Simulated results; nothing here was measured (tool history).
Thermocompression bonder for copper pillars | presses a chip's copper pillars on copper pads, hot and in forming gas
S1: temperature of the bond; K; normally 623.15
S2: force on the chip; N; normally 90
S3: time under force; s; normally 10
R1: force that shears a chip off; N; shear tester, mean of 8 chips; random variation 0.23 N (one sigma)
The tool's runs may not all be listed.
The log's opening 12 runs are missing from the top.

| run | hour | S1 | S2 | S3 | R1 |
|---|---|---|---|---|---|
| 13 | 198.4 | 623.15 | 90 | 10 | 40 |
| 14 | 214.1 | 623.15 | 90 | 10 | 39.7 |
| 15 | 225.7 | 623.15 | 90 | 10 | 40.1 |
|  | 236.8 | gauge calibrated |
| 16 | 248.1 | 623.15 | 90 | 10 | 41.3 |
| 17 | 259.1 | 623.15 | 90 | 10 | 41.2 |
| 18 | 270.1 | 623.15 | 90 | 10 | 40.6 |
| 19 | 291 | 623.15 | 90 | 5 | 31.4 |
| 20 | 310.8 | 623.15 | 90 | 5 | 31.6 |
| 21 | 326.7 | 641.15 | 61 | 14 | 46 |
| 22 | 344.7 | 609.15 | 106 | 8 | 34.9 |
| 23 | 354 | 609.15 | 106 | 8 | 34.5 |
| 24 | 367.1 | 623.15 | 99 | 10 | 42.6 |

Run 25, settings as shown, results not yet in. Your forecast:
| 25 | 377 | 624.15 | 90 | 10 | ? |

{"run 25": {"R1": 41.1}}
The same run, on a tool lacking any hidden state, would have yielded R1 41.9 N.
